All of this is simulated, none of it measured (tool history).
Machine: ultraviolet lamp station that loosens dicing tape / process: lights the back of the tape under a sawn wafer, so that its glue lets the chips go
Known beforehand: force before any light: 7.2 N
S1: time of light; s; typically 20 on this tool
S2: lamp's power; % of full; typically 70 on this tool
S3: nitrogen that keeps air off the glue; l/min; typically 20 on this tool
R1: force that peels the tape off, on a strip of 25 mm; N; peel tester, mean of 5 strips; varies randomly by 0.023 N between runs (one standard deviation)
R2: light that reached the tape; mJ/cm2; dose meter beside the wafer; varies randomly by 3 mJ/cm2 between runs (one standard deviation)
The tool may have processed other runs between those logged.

run	hour	S1	S2	S3	R1	R2
1	0	20	70	20	1.267	415
2	12	20	70	20	1.256	414
3	29	20	70	20	1.243	410
4	45.4	20	62	20	1.508	363
5	60.9	20	62	20	1.581	365
6	70.8	20	62	20	1.497	357
7	86.2	20	62	20	1.537	355
8	98.8	20	62	20	1.545	354
9	113.2	20	62	20	1.574	350
10	129	20	62	20	1.606	348
11	143.6	22	70	20	1.114	434
12	154.2	22	69	20	1.181	428
13	171	20	70	20	1.348	398
14	185.7	21	70	20	1.277	413
15	203.9	21	70	20	1.283	408
16	221.4	21	70	20	1.257	403
17	239.5	21	70	20	1.315	406
18	251.5	21	70	20	1.351	403
19	261.2	21	70	20	1.313	396
20	273.2	15	70	20	2.127	282
21	281.8	20	62	20	1.636	337
22	301.5	20	62	15	1.864	331
23	318.5	10	60	17	3.743	161
24	330	10	60	17	3.552	160
# hour 333.5: window cleaned of glue's vapour
25	348.1	32	97	17	0.369	790
26	359.1	32	97	17	0.381	791
27	376.2	20	79	9	1.697	392
28	395.8	30	85	9	0.743	642
29	413.9	30	85	9	0.742	631
30	427.2	30	85	9	0.777	640
31	437.1	30	85	9	0.793	636
# hour 448.2: window cleaned of glue's vapour, once more
32	452.3	30	80	20	0.488	686
33	464.7	25	79	23	0.68	559
34	481	38	95	23	0.218	1022
35	494.1	20	70	13	1.537	397
36	502.4	37	60	13	0.692	616
37	515.9	37	60	13	0.698	619
38	528.7	12	83	19	2.181	275
39	537.5	13	86	33	1.707	307
40	546.8	13	86	33	1.749	306
41	558	13	77	28	2.089	273
42	568.1	14	66	20	2.374	250
43	583.7	22	63	26	1.359	380
44	594.9	11	75	16	2.912	224

3 options for the next run, each taken on its own from the tool as it stands now. Forecast them:
A	603.1	20	85	20	?	?
B	603.1	38	75	16	?	?
C	603.1	20	70	12	?	?

run	R1	R2
A	1.021	461
B	0.414	776
C	1.621	379
Had the tool no hidden state, the same runs would have come out as:
run	R1	R2
A	0.767	538
B	0.304	904
C	1.289	441

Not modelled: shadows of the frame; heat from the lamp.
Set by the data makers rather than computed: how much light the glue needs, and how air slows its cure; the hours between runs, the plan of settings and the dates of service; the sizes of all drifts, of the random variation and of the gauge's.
